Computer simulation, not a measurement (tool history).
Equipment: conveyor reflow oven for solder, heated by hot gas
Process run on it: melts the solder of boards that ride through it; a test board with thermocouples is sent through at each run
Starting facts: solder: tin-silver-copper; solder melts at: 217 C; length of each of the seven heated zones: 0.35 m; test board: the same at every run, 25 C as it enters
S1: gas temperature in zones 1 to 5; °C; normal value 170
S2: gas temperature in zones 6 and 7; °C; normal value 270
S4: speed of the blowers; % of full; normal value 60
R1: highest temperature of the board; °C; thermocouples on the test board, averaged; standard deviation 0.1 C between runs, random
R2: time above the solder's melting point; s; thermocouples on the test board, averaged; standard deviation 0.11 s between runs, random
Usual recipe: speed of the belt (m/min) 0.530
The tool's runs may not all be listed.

Run 1, hour 0.0: usual settings. Result: R1 249.5 °C, R2 54.7 s.
Run 2, hour 13.5: usual settings. Result: R1 249.3 °C, R2 54.9 s.
Run 3, hour 30.3: usual settings but S4 52 % of full. Result: R1 246.7 °C, R2 51.6 s.
Run 4, hour 39.0: usual settings but S4 52 % of full. Result: R1 246.8 °C, R2 51.7 s.
Run 5, hour 48.3: usual settings but S4 52 % of full. Result: R1 246.5 °C, R2 51.6 s.
Run 6, hour 60.2: usual settings. Result: R1 249.2 °C, R2 54.6 s.
Run 7, hour 81.6: usual settings. Result: R1 249.1 °C, R2 54.4 s.
Run 8, hour 96.7: usual settings. Result: R1 248.9 °C, R2 54.3 s.
At hour 112.2: flux residue cleaned out of gas plates and filters.
Run 9, hour 118.5: usual settings. Result: R1 252.1 °C, R2 57.9 s.
Run 10, hour 128.0: usual settings but S2 265 °C. Result: R1 247.7 °C, R2 54.4 s.
Run 11, hour 145.7: usual settings but S2 279 °C. Result: R1 259.5 °C, R2 62.8 s.
Run 12, hour 157.3: usual settings but S2 276 °C. Result: R1 257.0 °C, R2 61.2 s.
Run 13, hour 174.2: usual settings but S2 276 °C. Result: R1 257.0 °C, R2 61.3 s.
Run 14, hour 192.0: usual settings but S2 276 °C, speed of the belt (m/min) 0.506. Result: R1 258.9 °C, R2 65.6 s.
Run 15, hour 201.0: usual settings but S2 275 °C, speed of the belt (m/min) 0.506. Result: R1 257.8 °C, R2 65.1 s.
Run 16, hour 215.9: usual settings but S2 275 °C, speed of the belt (m/min) 0.506. Result: R1 257.8 °C, R2 64.6 s.
At hour 228.2: belt drive overhauled, speed set with a stopwatch.
Run 17, hour 235.1: usual settings but S2 277 °C, speed of the belt (m/min) 0.517, S4 59 % of full. Result: R1 257.8 °C, R2 62.6 s.
Run 18, hour 247.0: usual settings but S2 272 °C, speed of the belt (m/min) 0.517, S4 58 % of full. Result: R1 253.3 °C, R2 59.3 s.
Run 19, hour 263.5: usual settings but S2 272 °C, speed of the belt (m/min) 0.494, S4 58 % of full. Result: R1 254.8 °C, R2 63.4 s.
Run 20, hour 273.2: usual settings but S2 272 °C, speed of the belt (m/min) 0.494, S4 58 % of full. Result: R1 254.6 °C, R2 63.6 s.
Run 21, hour 293.3: usual settings but speed of the belt (m/min) 0.533. Result: R1 250.6 °C, R2 55.6 s.
Run 22, hour 306.9: usual settings but S1 174 °C, S2 259 °C, speed of the belt (m/min) 0.533. Result: R1 242.2 °C, R2 49.6 s.
Run 23, hour 328.1: usual settings but S1 174 °C, S2 259 °C, speed of the belt (m/min) 0.533. Result: R1 242.2 °C, R2 49.4 s.
Run 24, hour 343.2: usual settings but S1 184 °C, S2 281 °C. Result: R1 262.7 °C, R2 69.1 s.
Run 25, hour 358.7: usual settings but S1 171 °C, S2 284 °C. Result: R1 262.9 °C, R2 64.4 s.
Run 26, hour 376.5: usual settings but speed of the belt (m/min) 0.548, S4 86 % of full. Result: R1 255.6 °C, R2 58.4 s.
Run 27, hour 387.7: usual settings but S4 70 % of full. Result: R1 253.3 °C, R2 58.4 s.
Run 28, hour 397.3: usual settings but S1 157 °C, S2 271 °C, speed of the belt (m/min) 0.627, S4 75 % of full. Result: R1 246.4 °C, R2 39.6 s.
Run 29, hour 415.9: usual settings but S2 276 °C, speed of the belt (m/min) 0.632, S4 82 % of full. Result: R1 254.7 °C, R2 49.0 s.
Run 30, hour 433.4: usual settings but S2 285 °C, S4 62 % of full. Result: R1 263.7 °C, R2 64.7 s.
Run 31, hour 442.0: usual settings but S1 182 °C, S2 279 °C, speed of the belt (m/min) 0.549, S4 71 % of full. Result: R1 261.9 °C, R2 65.8 s.

Each row is a separate what-if for the run after 31, all from the same tool condition, not one after another. Results?
Run A, hour 451.3: usual settings but speed of the belt (m/min) 0.464, S4 69 % of full. Result: R1 ?, R2 ?.
Run B, hour 451.3: usual settings but S1 163 °C, S2 279 °C, speed of the belt (m/min) 0.612, S4 71 % of full. Result: R1 ?, R2 ?.
Run C, hour 451.3: usual settings but S1 167 °C, S2 258 °C, speed of the belt (m/min) 0.503. Result: R1 ?, R2 ?.

run     R1    R2
  A  257.0  70.7
  B  253.6  47.7
  C  241.5  49.3
What these runs would have given with no unlogged condition in the tool:
run     R1    R2
  A  257.9  71.8
  B  255.7  49.5
  C  242.5  51.1

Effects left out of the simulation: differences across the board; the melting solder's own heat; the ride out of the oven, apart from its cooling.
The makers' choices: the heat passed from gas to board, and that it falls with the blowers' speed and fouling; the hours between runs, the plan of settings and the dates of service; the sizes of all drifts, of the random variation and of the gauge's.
